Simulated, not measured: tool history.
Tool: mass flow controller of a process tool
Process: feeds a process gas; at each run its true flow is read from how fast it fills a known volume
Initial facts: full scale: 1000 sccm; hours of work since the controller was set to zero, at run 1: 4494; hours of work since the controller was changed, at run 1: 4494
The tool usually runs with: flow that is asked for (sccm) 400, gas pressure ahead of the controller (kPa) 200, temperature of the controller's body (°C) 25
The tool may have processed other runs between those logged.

run      day  flow that is asked for (sccm)  gas pressure ahead of the controller (kPa)  temperature of the controller's body (°C)  hours of work since the controller was set to zero  hours of work since the controller was changed  true flow (%)
  1        0                            400                                         200                                         25                                                4494                                            4494          97.76
  2   22.792                            400                                         200                                         25                                                4845                                            4845          97.34
  3    43.15                            400                                         200                                         25                                                5158                                            5158          97.46
  4   60.888                            400                                         200                                         25                                                5430                                            5430          97.41
  5     70.4                            400                                         200                                         25                                                5577                                            5577          97.39
  6   79.704                            400                                         200                                         25                                                5720                                            5720          97.36
  7   90.362                            400                                         200                                         25                                                5884                                            5884          97.28
      95.883  -- controller exchanged for a calibrated one
  8  112.388                            400                                         200                                         25                                                 254                                             254          98.76
  9  122.925                            400                                         200                                         25                                                 416                                             416           98.7
 10  135.942                            400                                         200                                         25                                                 616                                             616          98.55
 11  145.983                            400                                         200                                         29                                                 770                                             770           98.3
 12  168.171                            400                                         200                                         29                                                1112                                            1112          98.33
 13  185.917                            400                                         200                                         29                                                1384                                            1384          98.32
 14  207.983                            448                                         200                                         29                                                1724                                            1724          98.34
 15  225.908                            448                                         200                                         29                                                2000                                            2000          98.37
 16  242.171                            448                                         200                                         29                                                2250                                            2250          98.27
 17  252.812                            313                                         200                                         31                                                2413                                            2413           97.4
     253.771  -- controller's zero set anew
 18  268.758                            890                                         143                                         25                                                 230                                            2658          99.38
 19  291.354                            890                                         162                                         25                                                 578                                            3006          99.56
 20  300.629                            400                                         200                                         28                                                 721                                            3148           97.6
 21  321.175                            400                                         200                                         28                                                1037                                            3464          97.64
     328.921  -- controller's zero set anew, once more
 22    330.9                            510                                         157                                         20                                                  30                                            3613         100.02
 23  344.404                            924                                         157                                         37                                                 238                                            3821           99.9
 24  359.867                            417                                         269                                         22                                                 476                                            4059         100.15
 25  373.417                            417                                         269                                         22                                                 684                                            4267         100.16
 26  388.554                            276                                         175                                         35                                                 917                                            4500          98.36
 27  409.642                            204                                         175                                         25                                                1241                                            4824          98.21

How would selected steps in true flow (%) from run to run divide? Give the signed amount a tool lacking its hidden state would still show from settings, what came in and random variation, and the signed amount left for the hidden state, including any gauge scatter that is not in both of the compared results.
What the log doesn't record here: flow at rest that the sensor doesn't see, % of full scale; true flow over the shown one, %; drift of the gauge itself on true_pct, %.
Run 7 -> 8: controller exchanged for a calibrated one. true flow (%) +1.48: hidden state +1.41, all else +0.07.
Run 17 -> 18: flow that is asked for (sccm) 313 -> 890, gas pressure ahead of the controller (kPa) 200 -> 143, temperature of the controller's body (°C) 31 -> 25, controller's zero set anew. true flow (%) +1.98: hidden state +0.86, all else +1.12.
Run 21 -> 22: flow that is asked for (sccm) 400 -> 510, gas pressure ahead of the controller (kPa) 200 -> 157, temperature of the controller's body (°C) 28 -> 20, controller's zero set anew, once more. true flow (%) +2.38: hidden state +2.07, all else +0.31.
